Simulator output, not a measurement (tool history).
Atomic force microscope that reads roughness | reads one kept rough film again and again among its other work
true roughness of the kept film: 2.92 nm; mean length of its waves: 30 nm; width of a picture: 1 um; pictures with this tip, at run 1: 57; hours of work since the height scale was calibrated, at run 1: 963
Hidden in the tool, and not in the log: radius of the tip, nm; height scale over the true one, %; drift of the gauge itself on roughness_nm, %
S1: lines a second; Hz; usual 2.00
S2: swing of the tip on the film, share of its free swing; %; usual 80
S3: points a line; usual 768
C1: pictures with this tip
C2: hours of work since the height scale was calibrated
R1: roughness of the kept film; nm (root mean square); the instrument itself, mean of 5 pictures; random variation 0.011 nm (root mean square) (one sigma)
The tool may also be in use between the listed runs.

run,hour,S1,S2,S3,C1,C2,R1
1,0.0,2.00,80,768,57,963,2.340
2,42.3,2.00,80,768,97,985,2.250
3,92.8,2.00,80,768,145,1011,2.166
# hour 159.1: new tip fitted
4,167.6,2.00,80,768,8,1050,2.435
5,201.8,2.00,80,768,40,1068,2.354
6,253.5,2.00,80,768,89,1095,2.240
7,305.3,2.00,80,768,138,1122,2.161
8,360.9,2.00,80,768,191,1151,2.044
# hour 376.7: new tip fitted
9,422.0,2.00,80,768,43,1183,2.341
10,459.4,2.00,80,768,78,1202,2.258
# hour 467.1: height scale calibrated on a step standard
11,537.7,2.00,80,768,151,37,2.154
12,592.2,2.00,80,768,203,65,2.088
# hour 597.6: new tip fitted
13,638.6,2.00,80,768,39,89,2.399
14,670.6,3.48,80,768,69,106,2.218
15,733.4,1.06,80,768,129,139,2.288
16,786.6,1.06,57,768,179,167,2.251
# hour 817.4: new tip fitted
17,838.6,1.06,57,768,20,194,2.579
18,903.4,1.06,57,768,82,228,2.434
19,972.0,2.00,80,768,146,263,2.175
# hour 1036.2: new tip fitted
20,1036.2,2.00,80,768,0,297,2.446
21,1107.4,2.00,80,768,67,334,2.273
22,1163.3,2.00,80,768,120,363,2.203
23,1209.9,2.00,60,579,164,387,2.210
# hour 1257.5: new tip fitted
24,1261.1,2.00,60,579,4,414,2.566
25,1306.0,2.00,77,879,46,437,2.378
26,1369.9,1.34,80,285,106,471,2.271
27,1413.8,1.34,80,285,148,494,2.178
28,1452.1,1.34,80,285,184,514,2.096
# hour 1477.6: new tip fitted
29,1508.8,1.34,80,285,29,543,2.403
30,1581.2,1.34,80,285,97,581,2.266
31,1620.7,1.34,80,285,135,602,2.186
32,1668.4,0.88,80,863,180,627,2.187
# hour 1697.3: new tip fitted
33,1707.7,0.88,80,470,9,647,2.557
34,1747.1,1.60,80,768,47,667,2.387
35,1822.1,1.60,80,768,118,707,2.232
36,1875.6,2.00,87,750,168,735,2.069
# hour 1919.3: new tip fitted
37,1926.8,0.87,80,548,7,761,2.518
38,1986.7,2.00,67,768,63,792,2.370
39,2036.1,0.89,64,674,110,818,2.350
40,2084.2,3.65,66,768,156,843,2.150
# hour 2139.6: new tip fitted
41,2139.6,1.74,80,881,0,872,2.479
42,2185.0,0.81,80,264,43,896,2.407
43,2246.8,0.81,80,264,102,928,2.290
44,2305.6,0.67,68,314,157,959,2.223

Hidden state at the last listed run before each entry between runs and at the first one after, where it differs:
Between runs 3 and 4: new tip fitted (hour 159.1)
  radius of the tip, nm: 18 -> 7.9; height scale over the true one, %: -1.71 -> -1.77
  measured less the result without the state, R1: -0.320 -> -0.069 nm (root mean square)
Between runs 8 and 9: new tip fitted (hour 376.7)
  radius of the tip, nm: 22.2 -> 10.8; height scale over the true one, %: -1.95 -> -2.01
  measured less the result without the state, R1: -0.413 -> -0.154 nm (root mean square)
Between runs 10 and 11: height scale calibrated on a step standard (hour 467.1)
  radius of the tip, nm: 13.5 -> 19.1; height scale over the true one, %: -2.04 -> -0.15
  measured less the result without the state, R1: -0.223 -> -0.311 nm (root mean square)
Between runs 12 and 13: new tip fitted (hour 597.6)
  radius of the tip, nm: 23.3 -> 9.9; height scale over the true one, %: -0.2 -> -0.24
  measured less the result without the state, R1: -0.404 -> -0.089 nm (root mean square)
Between runs 16 and 17: new tip fitted (hour 817.4)
  radius of the tip, nm: 21.4 -> 8.5; height scale over the true one, %: -0.38 -> -0.42
  measured less the result without the state, R1: -0.390 -> -0.058 nm (root mean square)
Between runs 19 and 20: new tip fitted (hour 1036.2)
  radius of the tip, nm: 18.5 -> 8.2; height scale over the true one, %: -0.55 -> -0.61
  measured less the result without the state, R1: -0.308 -> -0.049 nm (root mean square)
Between runs 23 and 24: new tip fitted (hour 1257.5)
  radius of the tip, nm: 21.2 -> 7.4; height scale over the true one, %: -0.77 -> -0.82
  measured less the result without the state, R1: -0.389 -> -0.033 nm (root mean square)
Between runs 28 and 29: new tip fitted (hour 1477.6)
  radius of the tip, nm: 22.3 -> 9.6; height scale over the true one, %: -0.99 -> -1.04
  measured less the result without the state, R1: -0.402 -> -0.099 nm (root mean square)
Between runs 32 and 33: new tip fitted (hour 1697.3)
  radius of the tip, nm: 21.5 -> 7.6; height scale over the true one, %: -1.19 -> -1.23
  measured less the result without the state, R1: -0.404 -> -0.049 nm (root mean square)
Between runs 36 and 37: new tip fitted (hour 1919.3)
  radius of the tip, nm: 19.7 -> 8.2; height scale over the true one, %: -1.38 -> -1.43
  measured less the result without the state, R1: -0.343 -> -0.071 nm (root mean square)
Between runs 40 and 41: new tip fitted (hour 2139.6)
  radius of the tip, nm: 20 -> 7.1; height scale over the true one, %: -1.57 -> -1.62
  measured less the result without the state, R1: -0.367 -> -0.042 nm (root mean square)
